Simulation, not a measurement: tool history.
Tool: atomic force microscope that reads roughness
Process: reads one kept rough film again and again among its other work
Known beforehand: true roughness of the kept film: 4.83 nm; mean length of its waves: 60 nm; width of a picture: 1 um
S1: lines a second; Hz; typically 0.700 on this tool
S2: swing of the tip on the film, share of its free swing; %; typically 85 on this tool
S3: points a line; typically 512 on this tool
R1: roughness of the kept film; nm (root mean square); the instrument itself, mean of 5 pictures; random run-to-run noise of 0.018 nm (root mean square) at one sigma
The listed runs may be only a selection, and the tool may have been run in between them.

run   hour     S1  S2   S3     R1
  1    0.0  0.700  85  512  4.440
  2    7.7  0.700  85  512  4.422
  3   16.0  0.700  85  512  4.388
  4   24.4  0.700  85  512  4.376
  5   30.6  0.700  85  512  4.310
  6   36.2  0.700  85  512  4.308
  7   41.1  0.700  85  512  4.300
  8   45.8  0.700  85  512  4.277
  9   53.3  0.894  85  512  4.194
 10   61.4  0.894  85  512  4.185
 11   65.7  0.894  85  512  4.154
      68.4  -- new tip fitted
 12   73.4  0.894  85  512  4.425
 13   77.9  0.894  85  512  4.400
 14   85.9  0.894  85  512  4.339
 15   89.9  0.700  70  512  4.474
 16   99.3  0.700  70  512  4.434
 17  107.5  0.700  70  512  4.416
 18  116.3  0.700  70  273  4.383
 19  123.4  0.700  85  439  4.236
 20  131.8  0.700  85  258  4.216
 21  138.2  1.640  85  512  3.994
     140.7  -- new tip fitted
 22  144.0  0.700  68  512  4.580
 23  149.0  0.700  68  512  4.532
 24  154.7  0.888  75  634  4.435
 25  161.8  2.879  85  512  3.944
 26  166.2  2.879  85  512  3.914
 27  172.3  0.910  66  723  4.430
 28  177.5  1.078  58  825  4.411
 29  182.6  3.559  85  902  3.737
 30  186.6  0.618  65  936  4.398
 31  195.7  0.618  65  936  4.362
 32  201.2  0.618  65  335  4.336
 33  208.5  0.618  65  335  4.310
     213.1  -- new tip fitted
 34  216.2  0.618  64  335  4.551
 35  223.9  0.562  56  488  4.565
 36  230.7  1.314  85  512  4.253
 37  238.2  3.138  55  512  4.404
 38  242.9  1.600  73  279  4.270
 39  249.6  0.850  78  457  4.332
 40  259.1  0.770  78  492  4.334
 41  267.8  1.061  63  328  4.354
 42  274.7  2.010  72  328  4.126
 43  283.8  2.010  72  328  4.136
     285.9  -- new tip fitted
 44  289.1  0.700  55  587  4.617
 45  297.4  0.700  55  587  4.557
 46  303.1  0.700  59  269  4.556

5 options for the next run, each taken on its own from the tool as it stands now. Forecast them:
  A  312.2  1.169  59  269   ?
  B  312.2  0.700  59  529   ?
  C  312.2  3.914  59  449   ?
  D  312.2  3.881  69  336   ?
  E  312.2  0.887  64  269   ?

run     R1
  A  4.435
  B  4.486
  C  4.301
  D  4.161
  E  4.402
Without the tool's hidden state the same runs would have given:
run     R1
  A  4.555
  B  4.607
  C  4.417
  D  4.272
  E  4.521
